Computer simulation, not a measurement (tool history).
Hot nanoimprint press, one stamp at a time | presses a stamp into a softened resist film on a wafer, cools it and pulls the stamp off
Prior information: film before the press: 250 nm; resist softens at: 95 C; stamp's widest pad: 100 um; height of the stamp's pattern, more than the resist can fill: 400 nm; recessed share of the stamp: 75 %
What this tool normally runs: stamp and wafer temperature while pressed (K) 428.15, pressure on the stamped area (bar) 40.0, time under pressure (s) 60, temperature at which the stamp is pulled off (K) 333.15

| run | day | stamp and wafer temperature while pressed (K) | pressure on the stamped area (bar) | time under pressure (s) | temperature at which the stamp is pulled off (K) | resist left under the stamp's widest pad (Å) | greatest force while the stamp is pulled off (N) |
|---|---|---|---|---|---|---|---|
| 1 | 0.000 | 428.15 | 40.0 | 60 | 333.15 | 909 | 208 |
| 2 | 0.267 | 428.15 | 40.0 | 60 | 333.15 | 905 | 203 |
| 3 | 0.525 | 428.15 | 40.0 | 60 | 333.15 | 900 | 215 |
| 4 | 0.904 | 428.15 | 40.0 | 60 | 333.15 | 901 | 206 |
| 5 | 1.125 | 428.15 | 40.0 | 60 | 333.15 | 901 | 213 |
| 6 | 1.392 | 428.15 | 40.0 | 60 | 333.15 | 909 | 212 |
| 7 | 1.788 | 428.15 | 40.0 | 60 | 333.15 | 894 | 208 |
| 8 | 2.154 | 428.15 | 40.0 | 60 | 333.15 | 910 | 206 |
| 9 | 2.621 | 428.15 | 40.0 | 60 | 333.15 | 907 | 214 |
| 10 | 2.929 | 428.15 | 40.0 | 60 | 333.15 | 899 | 220 |
| 11 | 3.146 | 428.15 | 63.8 | 60 | 333.15 | 715 | 216 |
| 12 | 3.583 | 428.15 | 40.0 | 60 | 333.15 | 900 | 218 |
| 13 | 4.021 | 428.15 | 40.0 | 60 | 333.15 | 904 | 215 |
| 14 | 4.308 | 428.15 | 40.0 | 60 | 333.15 | 905 | 222 |
| 15 | 4.508 | 428.15 | 40.0 | 60 | 333.15 | 899 | 226 |
| 16 | 4.829 | 428.15 | 55.5 | 74 | 333.15 | 691 | 223 |
| 17 | 5.042 | 428.15 | 55.5 | 74 | 333.15 | 698 | 221 |
| 18 | 5.367 | 428.15 | 55.5 | 74 | 333.15 | 695 | 219 |
| 19 | 5.592 | 428.15 | 55.5 | 74 | 333.15 | 692 | 227 |
| 20 | 5.950 | 428.15 | 55.5 | 74 | 333.15 | 692 | 224 |
| 21 | 6.271 | 435.15 | 40.0 | 60 | 319.15 | 583 | 250 |
| 22 | 6.642 | 428.15 | 28.1 | 60 | 333.15 | 1077 | 227 |
| 23 | 6.921 | 428.15 | 28.1 | 60 | 333.15 | 1060 | 232 |

Run 24 is up next; what results do you expect?
| 24 | 7.396 | 428.15 | 28.1 | 60 | 333.15 | ? | ? |

resist left under the stamp's widest pad (Å): 1065
greatest force while the stamp is pulled off (N): 238
Without the tool's hidden state the same run would have given resist left under the stamp's widest pad (Å) 1095, greatest force while the stamp is pulled off (N) 214.
